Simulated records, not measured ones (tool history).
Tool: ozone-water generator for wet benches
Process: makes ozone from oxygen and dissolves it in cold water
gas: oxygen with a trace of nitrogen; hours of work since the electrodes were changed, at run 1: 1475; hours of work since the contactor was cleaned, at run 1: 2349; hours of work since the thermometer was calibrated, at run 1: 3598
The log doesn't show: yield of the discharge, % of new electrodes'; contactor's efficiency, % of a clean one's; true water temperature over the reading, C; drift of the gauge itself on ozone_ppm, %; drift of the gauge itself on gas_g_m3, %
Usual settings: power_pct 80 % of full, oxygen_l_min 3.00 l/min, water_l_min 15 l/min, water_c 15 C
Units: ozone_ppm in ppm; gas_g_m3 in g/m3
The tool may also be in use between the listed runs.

run,hour,power_pct,oxygen_l_min,water_l_min,water_c,hours of work since the electrodes were changed,hours of work since the contactor was cleaned,hours of work since the thermometer was calibrated,ozone_ppm,gas_g_m3
1,0.0,80,3.00,15,15,1475,2349,3598,26.6,265.4
2,88.4,80,3.00,15,15,1547,2421,3670,26.2,267.2
3,141.3,80,3.00,15,15,1590,2464,3713,26.7,266.2
# hour 157.2: water thermometer calibrated
# hour 179.2: contactor cleaned
4,233.5,80,3.00,15,15,1661,44,59,27.5,264.9
5,290.7,80,3.00,15,10,1707,91,105,29.1,265.8
6,392.9,80,3.00,15,10,1791,174,188,28.8,263.4
7,490.4,80,3.00,15,10,1870,253,267,29.1,262.0
8,559.3,80,3.00,15,15,1926,309,323,27.3,263.4
9,633.2,80,3.00,15,15,1986,369,383,27.5,261.0
10,691.1,80,3.00,15,15,2033,416,430,27.6,264.9
11,778.0,80,3.00,15,15,2103,486,501,27.2,262.8
12,852.2,80,3.00,22,15,2164,547,561,20.0,262.5
13,905.0,80,3.00,22,15,2207,590,604,19.8,263.6
14,975.6,80,3.00,22,15,2264,647,662,19.7,261.0
15,1054.1,80,3.00,22,15,2328,711,725,20.0,261.1
16,1114.0,80,3.00,22,15,2376,759,774,19.7,261.1
17,1174.1,80,2.03,22,16,2425,808,823,18.1,317.8
18,1254.7,80,2.03,22,16,2491,874,888,17.6,318.8
19,1360.8,80,2.63,11,16,2577,960,975,32.2,278.4
20,1411.7,80,2.63,11,16,2618,1001,1016,32.7,275.4
21,1472.4,80,4.06,11,13,2667,1051,1065,34.2,221.5
22,1570.9,80,4.06,11,13,2747,1131,1145,34.1,220.0
23,1659.8,80,4.06,11,13,2820,1203,1217,34.1,219.5
24,1710.9,64,1.63,11,13,2861,1244,1259,27.7,315.8
25,1807.0,64,1.63,11,13,2939,1322,1337,28.0,315.1
26,1912.6,68,1.85,16,10,3025,1408,1423,21.8,304.2
27,1999.8,80,3.00,19,15,3096,1479,1494,21.6,255.1

Forecast run 28:
28,2046.7,76,3.24,17,9,3134,1517,1532,?,?

ozone_ppm: 24.6 ppm
gas_g_m3: 240.5 g/m3
Without the tool's hidden state the same run would have given ozone_ppm 27.2 ppm, gas_g_m3 259.6 g/m3.

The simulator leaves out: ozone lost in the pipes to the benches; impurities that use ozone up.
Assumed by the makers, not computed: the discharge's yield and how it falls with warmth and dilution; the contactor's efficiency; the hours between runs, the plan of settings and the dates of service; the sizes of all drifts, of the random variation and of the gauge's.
